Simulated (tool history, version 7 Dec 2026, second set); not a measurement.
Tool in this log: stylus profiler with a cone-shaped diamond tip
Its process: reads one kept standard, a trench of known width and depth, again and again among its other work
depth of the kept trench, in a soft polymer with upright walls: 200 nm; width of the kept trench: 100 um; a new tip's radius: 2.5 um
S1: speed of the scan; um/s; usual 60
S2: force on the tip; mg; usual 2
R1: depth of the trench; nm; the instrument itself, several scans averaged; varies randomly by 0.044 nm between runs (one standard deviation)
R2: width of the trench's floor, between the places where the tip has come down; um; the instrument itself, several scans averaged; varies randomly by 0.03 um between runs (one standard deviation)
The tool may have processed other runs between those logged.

run,hour,S1,S2,R1,R2
1,0,60,2,201.78,97.68
2,38.2,87,2,201.74,97.56
3,61.5,87,2,201.72,97.57
4,98.9,60,2,201.71,97.66
5,126.9,60,1.16,201.38,97.62
6,152.5,59,2,201.83,97.63
7,172.1,173,2,201.73,97.35
8,208.2,60,0.77,201.13,97.58
9,234.6,60,0.77,201.15,97.5
10,273,60,0.77,201.19,97.52
11,292.1,60,0.77,201.13,97.54
12,311.4,60,0.77,201.25,97.53
13,339.3,60,1.3,201.48,97.58
14,366.4,60,1.3,201.42,97.56
15,392.1,31,2,201.92,97.7
16,431,60,2,201.89,97.64
17,459.6,60,0.95,201.37,97.57
18,484.2,75,1.44,201.61,97.54
19,506.1,75,1.44,201.62,97.5
20,529.9,75,1.44,201.65,97.45
21,557,216,3.14,202.43,97.26
22,580.6,216,3.14,202.44,97.31
# hour 582.9: height scale calibrated on a step standard
23,601.1,79,1.19,201.7,97.52
24,630.8,76,1.41,201.81,97.56
25,658.2,76,1.41,201.85,97.51
26,677.6,18,2,202.14,97.69
27,695.4,42,3.29,202.75,97.64
28,720.8,42,3.29,202.69,97.63
29,752.4,42,3.29,202.7,97.6
# hour 764.2: height scale calibrated on a step standard, once more
30,778.2,90,0.84,200.76,97.35
31,795.9,90,0.84,200.79,97.37
32,817.5,185,3.47,201.99,97.32
33,844.2,185,3.47,202.05,97.42
34,871.7,185,3.47,202.05,97.37

Consider 4 possible next runs. They are alternatives, not a sequence: every one starts from the tool as it was left by run 34. What does each give?
A,900.6,85,1.19,?,?
B,900.6,33,2.17,?,?
C,900.6,220,1.18,?,?
D,900.6,26,1.08,?,?

run,R1,R2
A,200.97,97.43
B,201.55,97.59
C,201.01,96.94
D,200.93,97.58
What these runs would have given with no unlogged condition in the tool:
run,R1,R2
A,200.93,97.78
B,201.51,97.94
C,200.96,97.29
D,200.89,97.92
